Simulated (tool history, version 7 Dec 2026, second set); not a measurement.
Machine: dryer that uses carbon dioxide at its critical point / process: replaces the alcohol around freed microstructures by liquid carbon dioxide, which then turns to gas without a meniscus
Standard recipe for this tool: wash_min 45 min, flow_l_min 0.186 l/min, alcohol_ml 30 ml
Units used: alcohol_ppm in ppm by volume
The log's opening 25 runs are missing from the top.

| run | day | wash_min | flow_l_min | alcohol_ml | hours of work since the filter was changed | hours of work since the purifier's bed was changed | alcohol_ppm |
|---|---|---|---|---|---|---|---|
| 26 | 12.358 | 48 | 0.251 | 30 | 298 | 472 | 158 |
| 27 | 12.908 | 45 | 0.114 | 76 | 305 | 479 | 1567 |
| 28 | 13.329 | 45 | 0.114 | 76 | 311 | 484 | 1557 |
| 29 | 13.712 | 45 | 0.126 | 51 | 315 | 489 | 759 |
| 30 | 14.142 | 28 | 0.186 | 30 | 321 | 495 | 596 |
| 31 | 14.546 | 28 | 0.186 | 30 | 326 | 500 | 610 |
| 32 | 14.817 | 28 | 0.186 | 30 | 330 | 503 | 601 |
| 33 | 15.271 | 58 | 0.123 | 98 | 335 | 509 | 542 |
| 34 | 15.767 | 45 | 0.128 | 20 | 342 | 515 | 398 |
| 35 | 16.304 | 45 | 0.233 | 82 | 348 | 522 | 176 |
| 36 | 16.612 | 45 | 0.233 | 82 | 352 | 526 | 181 |
| 37 | 16.933 | 68 | 0.13 | 82 | 356 | 530 | 252 |
| 38 | 17.471 | 68 | 0.25 | 25 | 363 | 537 | 172 |
| 39 | 17.888 | 68 | 0.25 | 25 | 369 | 542 | 175 |
| 40 | 18.288 | 68 | 0.25 | 25 | 374 | 547 | 165 |
| 41 | 18.938 | 41 | 0.177 | 30 | 382 | 556 | 263 |
| 42 | 19.45 | 45 | 0.186 | 30 | 388 | 562 | 218 |
| 43 | 19.888 | 45 | 0.186 | 30 | 394 | 568 | 201 |
| 44 | 20.217 | 45 | 0.186 | 30 | 398 | 572 | 222 |
| 45 | 20.888 | 45 | 0.186 | 30 | 407 | 581 | 225 |
| 46 | 21.525 | 68 | 0.246 | 32 | 415 | 589 | 185 |

Consider 3 possible next runs. They are alternatives, not a sequence: every one starts from the tool as it was left by run 46. What does each give?
| A | 21.846 | 35 | 0.222 | 29 | 419 | 593 | ? |
| B | 21.846 | 37 | 0.246 | 32 | 419 | 593 | ? |
| C | 21.846 | 36 | 0.285 | 48 | 419 | 593 | ? |

| run | alcohol_ppm |
|---|---|
| A | 244 |
| B | 202 |
| C | 199 |
Stripped of hidden state, with their random variation kept, the same runs would have yielded:
| run | alcohol_ppm |
|---|---|
| A | 45 |
| B | 11 |
| C | 11 |

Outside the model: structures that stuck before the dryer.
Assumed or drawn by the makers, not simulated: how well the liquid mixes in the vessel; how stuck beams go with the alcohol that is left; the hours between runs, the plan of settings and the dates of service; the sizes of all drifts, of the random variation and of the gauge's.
